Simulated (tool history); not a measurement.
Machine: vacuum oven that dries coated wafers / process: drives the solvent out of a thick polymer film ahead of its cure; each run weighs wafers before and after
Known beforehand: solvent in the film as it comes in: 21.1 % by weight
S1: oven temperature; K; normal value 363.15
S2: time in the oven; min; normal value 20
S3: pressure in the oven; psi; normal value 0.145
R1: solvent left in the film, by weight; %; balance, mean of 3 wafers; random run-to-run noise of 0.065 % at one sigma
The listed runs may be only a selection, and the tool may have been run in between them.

run,hour,S1,S2,S3,R1
1,0.0,363.15,20,0.145,4.20
2,42.5,363.15,20,0.439,5.26
3,69.5,371.15,20,0.145,1.46
4,112.6,363.15,11,0.145,7.61
5,140.7,363.15,11,0.145,7.58
6,166.6,363.15,11,0.145,7.67
7,213.8,363.15,11,0.145,7.62
8,251.6,363.15,11,0.145,7.75
9,277.4,363.15,20,0.145,4.11
10,300.6,363.15,20,0.145,4.16
11,335.3,363.15,20,0.145,4.15
12,365.7,349.15,13,0.273,13.16
13,410.3,350.15,11,0.558,14.25
14,443.5,376.15,20,0.145,0.75
15,476.3,376.15,20,0.145,0.69
16,505.4,376.15,20,0.145,0.76
17,550.1,358.15,24,0.232,5.64

Branching from run 17: 4 alternative next runs. What would each branch give?
A,593.3,368.15,11,0.319,?
B,593.3,355.15,18,0.274,?
C,593.3,363.15,20,0.139,?
D,593.3,363.15,35,0.145,?

run,R1
A,5.80
B,8.87
C,4.08
D,1.74
Without the tool's unlogged condition, the same runs would have read:
run,R1
A,5.77
B,8.83
C,4.04
D,1.72
